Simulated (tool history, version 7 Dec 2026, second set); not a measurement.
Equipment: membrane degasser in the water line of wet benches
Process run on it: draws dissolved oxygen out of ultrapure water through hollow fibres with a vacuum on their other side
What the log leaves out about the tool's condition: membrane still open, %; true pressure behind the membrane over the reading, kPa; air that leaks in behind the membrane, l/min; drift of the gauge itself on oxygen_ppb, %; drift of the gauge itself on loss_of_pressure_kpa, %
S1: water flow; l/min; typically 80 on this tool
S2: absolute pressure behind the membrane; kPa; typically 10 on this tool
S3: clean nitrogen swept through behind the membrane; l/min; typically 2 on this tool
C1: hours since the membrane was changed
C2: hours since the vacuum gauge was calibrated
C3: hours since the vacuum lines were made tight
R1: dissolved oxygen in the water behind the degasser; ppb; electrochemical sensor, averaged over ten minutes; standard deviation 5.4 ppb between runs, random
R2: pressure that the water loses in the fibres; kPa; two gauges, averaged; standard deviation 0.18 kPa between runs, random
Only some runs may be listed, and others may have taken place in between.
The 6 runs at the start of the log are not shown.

{"run": 7, "hour": 447.9, "S1": 80, "S2": 10, "S3": 0.91, "C1": 4749, "C2": 6387, "C3": 2094, "R1": 909.7, "R2": 32.25}
{"run": 8, "hour": 513.5, "S1": 80, "S2": 22.8, "S3": 0.91, "C1": 4814, "C2": 6453, "C3": 2160, "R1": 2276.4, "R2": 31.94}
{"run": 9, "hour": 576.5, "S1": 81, "S2": 22.8, "S3": 0.91, "C1": 4877, "C2": 6516, "C3": 2223, "R1": 2266.1, "R2": 32.48}
{"run": 10, "hour": 677.7, "S1": 55, "S2": 10, "S3": 2, "C1": 4978, "C2": 6617, "C3": 2324, "R1": 398.6, "R2": 22.23}
{"run": 11, "hour": 747.6, "S1": 55, "S2": 10, "S3": 2, "C1": 5048, "C2": 6687, "C3": 2394, "R1": 403.5, "R2": 22.1}
{"run": 12, "hour": 823.5, "S1": 55, "S2": 10, "S3": 2, "C1": 5124, "C2": 6763, "C3": 2469, "R1": 398, "R2": 22.39}
{"run": 13, "hour": 908.7, "S1": 55, "S2": 10, "S3": 2, "C1": 5209, "C2": 6848, "C3": 2555, "R1": 395, "R2": 21.72}
{"run": 14, "hour": 1007.2, "S1": 55, "S2": 10, "S3": 2, "C1": 5308, "C2": 6947, "C3": 2653, "R1": 397.2, "R2": 22.02}
{"run": 15, "hour": 1107.8, "S1": 109, "S2": 10, "S3": 2, "C1": 5408, "C2": 7047, "C3": 2754, "R1": 678.6, "R2": 43.69}
{"hour": 1158.2, "done": "vacuum gauge calibrated"}
{"run": 16, "hour": 1158.2, "S1": 80, "S2": 8, "S3": 2, "C1": 5458, "C2": 0, "C3": 2804, "R1": 381.9, "R2": 31.98}
{"run": 17, "hour": 1231.6, "S1": 84, "S2": 8, "S3": 2.77, "C1": 5532, "C2": 73, "C3": 2877, "R1": 322.8, "R2": 33.94}
{"run": 18, "hour": 1332.1, "S1": 60, "S2": 17.4, "S3": 1.85, "C1": 5632, "C2": 174, "C3": 2978, "R1": 887.4, "R2": 23.82}

What will run 19 give?
{"run": 19, "hour": 1420.7, "S1": 60, "S2": 17.4, "S3": 1.85, "C1": 5721, "C2": 262, "C3": 3066, "R1": "?", "R2": "?"}

{"run 19": {"R1": 893, "R2": 24.12}}
With no hidden state in the tool, this same run would have given R1 892.7 ppb, R2 24.07 kPa.

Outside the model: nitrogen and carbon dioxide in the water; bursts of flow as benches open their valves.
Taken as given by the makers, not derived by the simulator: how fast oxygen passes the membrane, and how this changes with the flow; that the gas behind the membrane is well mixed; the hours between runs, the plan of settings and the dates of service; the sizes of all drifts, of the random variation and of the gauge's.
